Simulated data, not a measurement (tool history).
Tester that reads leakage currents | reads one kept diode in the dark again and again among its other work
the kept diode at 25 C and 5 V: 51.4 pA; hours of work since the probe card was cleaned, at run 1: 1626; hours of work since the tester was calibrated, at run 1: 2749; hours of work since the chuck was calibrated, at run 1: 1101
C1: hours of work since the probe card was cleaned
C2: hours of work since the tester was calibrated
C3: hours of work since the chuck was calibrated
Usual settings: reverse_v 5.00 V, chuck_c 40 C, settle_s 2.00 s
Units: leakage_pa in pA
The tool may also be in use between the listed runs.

{"run": 1, "hour": 0.0, "reverse_v": 5.0, "chuck_c": 40, "settle_s": 2.0, "C1": 1626, "C2": 2749, "C3": 1101, "leakage_pa": 199.31}
{"run": 2, "hour": 71.8, "reverse_v": 5.0, "chuck_c": 40, "settle_s": 2.0, "C1": 1682, "C2": 2805, "C3": 1157, "leakage_pa": 202.93}
{"run": 3, "hour": 118.1, "reverse_v": 5.0, "chuck_c": 40, "settle_s": 2.0, "C1": 1719, "C2": 2841, "C3": 1193, "leakage_pa": 201.87}
{"run": 4, "hour": 189.6, "reverse_v": 5.0, "chuck_c": 40, "settle_s": 2.0, "C1": 1774, "C2": 2897, "C3": 1249, "leakage_pa": 205.17}
{"run": 5, "hour": 237.7, "reverse_v": 5.0, "chuck_c": 40, "settle_s": 2.0, "C1": 1812, "C2": 2934, "C3": 1286, "leakage_pa": 203.93}
{"run": 6, "hour": 291.2, "reverse_v": 5.0, "chuck_c": 40, "settle_s": 4.11, "C1": 1854, "C2": 2976, "C3": 1328, "leakage_pa": 206.9}
{"run": 7, "hour": 377.7, "reverse_v": 9.73, "chuck_c": 40, "settle_s": 2.0, "C1": 1921, "C2": 3044, "C3": 1395, "leakage_pa": 308.89}
{"hour": 388.3, "done": "chuck's temperature calibrated"}
{"run": 8, "hour": 488.7, "reverse_v": 9.73, "chuck_c": 40, "settle_s": 2.0, "C1": 2006, "C2": 3129, "C3": 78, "leakage_pa": 265.19}
{"run": 9, "hour": 566.9, "reverse_v": 9.73, "chuck_c": 47, "settle_s": 2.0, "C1": 2067, "C2": 3190, "C3": 139, "leakage_pa": 436.97}
{"run": 10, "hour": 660.5, "reverse_v": 9.73, "chuck_c": 47, "settle_s": 2.0, "C1": 2140, "C2": 3262, "C3": 212, "leakage_pa": 440.67}
{"run": 11, "hour": 732.1, "reverse_v": 9.73, "chuck_c": 47, "settle_s": 2.0, "C1": 2196, "C2": 3318, "C3": 268, "leakage_pa": 444.42}
{"run": 12, "hour": 787.0, "reverse_v": 9.73, "chuck_c": 47, "settle_s": 2.0, "C1": 2239, "C2": 3361, "C3": 311, "leakage_pa": 448.32}
{"run": 13, "hour": 884.1, "reverse_v": 2.21, "chuck_c": 43, "settle_s": 2.0, "C1": 2314, "C2": 3437, "C3": 387, "leakage_pa": 143.74}
{"run": 14, "hour": 979.7, "reverse_v": 7.36, "chuck_c": 20, "settle_s": 0.88, "C1": 2389, "C2": 3511, "C3": 461, "leakage_pa": 59.92}
{"run": 15, "hour": 1075.7, "reverse_v": 7.36, "chuck_c": 20, "settle_s": 0.88, "C1": 2464, "C2": 3586, "C3": 536, "leakage_pa": 60.57}
{"run": 16, "hour": 1185.1, "reverse_v": 7.36, "chuck_c": 20, "settle_s": 0.88, "C1": 2549, "C2": 3672, "C3": 621, "leakage_pa": 62.01}
{"run": 17, "hour": 1233.1, "reverse_v": 7.36, "chuck_c": 45, "settle_s": 0.88, "C1": 2586, "C2": 3709, "C3": 659, "leakage_pa": 348.04}

3 ways to go on from here, each from the tool as it stands after run 17. What would each give?
{"run": "A", "hour": 1288.9, "reverse_v": 16.5, "chuck_c": 45, "settle_s": 0.88, "C1": 2630, "C2": 3753, "C3": 702, "leakage_pa": "?"}
{"run": "B", "hour": 1288.9, "reverse_v": 2.73, "chuck_c": 48, "settle_s": 2.35, "C1": 2630, "C2": 3753, "C3": 702, "leakage_pa": "?"}
{"run": "C", "hour": 1288.9, "reverse_v": 12.94, "chuck_c": 44, "settle_s": 2.98, "C1": 2630, "C2": 3753, "C3": 702, "leakage_pa": "?"}

run=A leakage_pa=567.45
run=B leakage_pa=240.59
run=C leakage_pa=454.57
Without the tool's hidden state the same runs would have given:
run=A leakage_pa=486.18
run=B leakage_pa=213.75
run=C leakage_pa=389.67
